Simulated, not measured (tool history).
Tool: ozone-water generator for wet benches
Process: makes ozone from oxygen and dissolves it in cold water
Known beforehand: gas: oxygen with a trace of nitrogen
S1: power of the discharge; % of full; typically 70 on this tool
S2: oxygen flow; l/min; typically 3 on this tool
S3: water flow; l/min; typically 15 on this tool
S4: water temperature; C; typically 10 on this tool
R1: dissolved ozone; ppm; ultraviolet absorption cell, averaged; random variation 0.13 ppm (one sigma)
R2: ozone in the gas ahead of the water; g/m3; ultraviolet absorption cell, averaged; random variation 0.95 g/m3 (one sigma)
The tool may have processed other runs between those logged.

| run | hour | S1 | S2 | S3 | S4 | R1 | R2 |
|---|---|---|---|---|---|---|---|
| 1 | 0 | 70 | 3 | 15 | 10 | 14.4 | 162.6 |
| 2 | 36.7 | 70 | 3 | 15 | 10 | 14.3 | 161.5 |
| 3 | 62 | 70 | 3 | 15 | 12 | 14.1 | 160.9 |
| 4 | 92.2 | 70 | 3 | 18 | 10 | 11.9 | 161.1 |
| 5 | 128.5 | 70 | 3 | 18 | 10 | 12.1 | 163.4 |
| 6 | 169.6 | 70 | 3 | 18 | 10 | 12.1 | 162.3 |
| 7 | 193.2 | 70 | 3 | 18 | 10 | 11.8 | 161.3 |
| 8 | 216.8 | 70 | 3 | 18 | 10 | 12.1 | 160.1 |
| 9 | 264.7 | 70 | 3 | 18 | 10 | 12.1 | 161.2 |
| 10 | 296 | 70 | 3 | 15 | 10 | 14.6 | 161.5 |
| 11 | 324.2 | 70 | 1.5 | 18 | 7 | 11.5 | 262.4 |
| 12 | 374.9 | 46 | 1.76 | 19 | 7 | 7.8 | 167.4 |
| 13 | 403.9 | 46 | 1.76 | 19 | 8 | 7.9 | 167.5 |
|  | 414.7 | water thermometer calibrated |
| 14 | 440.5 | 79 | 1.87 | 18 | 17 | 12.1 | 247.5 |
| 15 | 487.3 | 59 | 5.04 | 12 | 17 | 12.9 | 98.6 |
| 16 | 526.4 | 45 | 3 | 12 | 5 | 13.5 | 115.2 |
| 17 | 571.5 | 62 | 5.31 | 12 | 5 | 16.3 | 99.5 |
| 18 | 596.9 | 95 | 3 | 15 | 15 | 17.2 | 205.7 |
| 19 | 649.8 | 70 | 3 | 15 | 7 | 14.7 | 161.7 |
| 20 | 689 | 70 | 1.64 | 15 | 6 | 14.3 | 247.3 |

Forecast each of these 3 alternatives for the next run:
| A | 728.7 | 87 | 3 | 11 | 14 | ? | ? |
| B | 728.7 | 70 | 1.64 | 15 | 9 | ? | ? |
| C | 728.7 | 70 | 3.78 | 15 | 10 | ? | ? |

| run | R1 | R2 |
|---|---|---|
| A | 21.9 | 192.9 |
| B | 14 | 246.3 |
| C | 14.1 | 136.1 |
With the hidden condition removed and each run's random variation left untouched, the same runs would have given:
| run | R1 | R2 |
|---|---|---|
| A | 21.9 | 193 |
| B | 14 | 246.4 |
| C | 14.1 | 136.2 |

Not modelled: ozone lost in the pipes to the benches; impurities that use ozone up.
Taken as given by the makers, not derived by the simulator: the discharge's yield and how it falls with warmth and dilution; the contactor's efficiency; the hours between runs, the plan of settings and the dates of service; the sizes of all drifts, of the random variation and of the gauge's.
